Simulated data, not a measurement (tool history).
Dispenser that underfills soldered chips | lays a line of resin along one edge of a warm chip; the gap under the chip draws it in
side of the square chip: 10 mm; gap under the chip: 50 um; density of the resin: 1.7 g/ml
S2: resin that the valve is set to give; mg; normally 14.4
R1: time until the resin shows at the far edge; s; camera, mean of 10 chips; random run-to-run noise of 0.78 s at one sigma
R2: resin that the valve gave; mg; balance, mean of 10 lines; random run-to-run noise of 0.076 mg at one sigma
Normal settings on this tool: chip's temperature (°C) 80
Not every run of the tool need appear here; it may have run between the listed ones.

run 1 hour=0.0 | chip's_temperature_(°C)=80 S2=14.4 | R1=85.7 R2=13.95
-- hour=4.6 new syringe of resin
run 2 hour=6.3 | chip's_temperature_(°C)=80 S2=14.4 | R1=79.6 R2=14.01
run 3 hour=11.6 | chip's_temperature_(°C)=80 S2=14.4 | R1=95.4 R2=13.97
-- hour=12.8 new syringe of resin
run 4 hour=15.4 | chip's_temperature_(°C)=80 S2=14.4 | R1=81.1 R2=13.84
run 5 hour=18.5 | chip's_temperature_(°C)=80 S2=18.1 | R1=87.9 R2=17.31
-- hour=21.0 new syringe of resin
run 6 hour=23.8 | chip's_temperature_(°C)=80 S2=16.1 | R1=81.7 R2=15.44
-- hour=29.3 new syringe of resin
run 7 hour=30.1 | chip's_temperature_(°C)=80 S2=16.1 | R1=78.0 R2=15.27
run 8 hour=35.6 | chip's_temperature_(°C)=80 S2=16.1 | R1=91.1 R2=15.18
-- hour=37.5 new syringe of resin
run 9 hour=41.9 | chip's_temperature_(°C)=80 S2=14.4 | R1=90.2 R2=13.57
-- hour=45.6 new syringe of resin
run 10 hour=47.7 | chip's_temperature_(°C)=80 S2=14.4 | R1=84.7 R2=13.67
-- hour=53.6 new syringe of resin
run 11 hour=54.4 | chip's_temperature_(°C)=80 S2=14.4 | R1=76.8 R2=13.49
run 12 hour=57.4 | chip's_temperature_(°C)=84 S2=14.4 | R1=70.4 R2=13.56
-- hour=61.5 new syringe of resin
run 13 hour=64.0 | chip's_temperature_(°C)=84 S2=14.4 | R1=66.0 R2=13.40
run 14 hour=67.6 | chip's_temperature_(°C)=75 S2=14.4 | R1=122.4 R2=13.36
-- hour=69.4 new syringe of resin
run 15 hour=71.2 | chip's_temperature_(°C)=75 S2=14.4 | R1=105.0 R2=13.22
-- hour=77.3 new syringe of resin
run 16 hour=77.3 | chip's_temperature_(°C)=75 S2=14.4 | R1=100.3 R2=13.10
run 17 hour=80.1 | chip's_temperature_(°C)=75 S2=14.4 | R1=108.7 R2=13.24
-- hour=85.3 new syringe of resin
run 18 hour=86.8 | chip's_temperature_(°C)=75 S2=14.4 | R1=106.2 R2=13.16
run 19 hour=91.8 | chip's_temperature_(°C)=81 S2=12.7 | R1=91.4 R2=11.45
-- hour=93.4 new syringe of resin
run 20 hour=97.0 | chip's_temperature_(°C)=81 S2=12.7 | R1=81.6 R2=11.44
-- hour=101.4 new syringe of resin
run 21 hour=103.6 | chip's_temperature_(°C)=67 S2=18.6 | R1=166.0 R2=16.83
run 22 hour=106.9 | chip's_temperature_(°C)=68 S2=15.2 | R1=173.5 R2=13.58
-- hour=109.4 new syringe of resin
run 23 hour=110.5 | chip's_temperature_(°C)=68 S2=15.2 | R1=149.7 R2=13.78
run 24 hour=113.9 | chip's_temperature_(°C)=89 S2=14.6 | R1=55.8 R2=13.05
-- hour=117.4 new syringe of resin
run 25 hour=118.1 | chip's_temperature_(°C)=89 S2=15.9 | R1=50.3 R2=14.29
run 26 hour=123.3 | chip's_temperature_(°C)=90 S2=14.8 | R1=55.9 R2=13.14
-- hour=125.4 new syringe of resin
run 27 hour=128.1 | chip's_temperature_(°C)=81 S2=14.8 | R1=80.1 R2=13.09
-- hour=133.4 new syringe of resin
run 28 hour=134.6 | chip's_temperature_(°C)=93 S2=16.7 | R1=41.7 R2=14.78
run 29 hour=138.6 | chip's_temperature_(°C)=81 S2=15.6 | R1=85.3 R2=13.85
-- hour=141.3 new syringe of resin
run 30 hour=142.8 | chip's_temperature_(°C)=84 S2=16.5 | R1=67.9 R2=14.45
-- hour=149.1 new syringe of resin
run 31 hour=149.1 | chip's_temperature_(°C)=84 S2=16.5 | R1=64.0 R2=14.20
run 32 hour=152.5 | chip's_temperature_(°C)=84 S2=16.5 | R1=69.6 R2=14.38
-- hour=157.3 new syringe of resin
run 33 hour=158.8 | chip's_temperature_(°C)=78 S2=13.9 | R1=90.2 R2=12.04
run 34 hour=161.4 | chip's_temperature_(°C)=79 S2=15.7 | R1=91.4 R2=13.60

Table of differences, measured result less the result of that run with no hidden state. Run-to-run variation is the same in both. Gauge scatter possibly is not:
The hidden state here: resin's viscosity, % of fresh resin's; dose that the valve gives, % of what is set; true chip temperature over the reading, C; drift of the gauge itself on fill_s, %; drift of the gauge itself on given_mg, %.
run=1 R1=+12.5 R2=-0.34
run=2 R1=+8.1 R2=-0.40
run=3 R1=+22.6 R2=-0.46
run=4 R1=+8.8 R2=-0.50
run=5 R1=+16.6 R2=-0.67
run=6 R1=+10.4 R2=-0.65
run=7 R1=+5.5 R2=-0.71
run=8 R1=+19.6 R2=-0.77
run=9 R1=+17.2 R2=-0.76
run=10 R1=+10.8 R2=-0.83
run=11 R1=+6.5 R2=-0.89
run=12 R1=+11.6 R2=-0.92
run=13 R1=+8.0 R2=-0.99
run=14 R1=+26.4 R2=-1.02
run=15 R1=+10.3 R2=-1.06
run=16 R1=+6.0 R2=-1.12
run=17 R1=+14.9 R2=-1.14
run=18 R1=+12.0 R2=-1.22
run=19 R1=+22.6 R2=-1.12
run=20 R1=+13.0 R2=-1.16
run=21 R1=+22.6 R2=-1.80
run=22 R1=+39.2 R2=-1.50
run=23 R1=+14.1 R2=-1.53
run=24 R1=+9.9 R2=-1.51
run=25 R1=+4.4 R2=-1.70
run=26 R1=+12.7 R2=-1.62
run=27 R1=+11.3 R2=-1.67
run=28 R1=+3.9 R2=-1.99
run=29 R1=+17.4 R2=-1.90
run=30 R1=+8.0 R2=-2.04
run=31 R1=+4.6 R2=-2.11
run=32 R1=+11.4 R2=-2.16
run=33 R1=+10.8 R2=-1.86
run=34 R1=+16.4 R2=-2.14
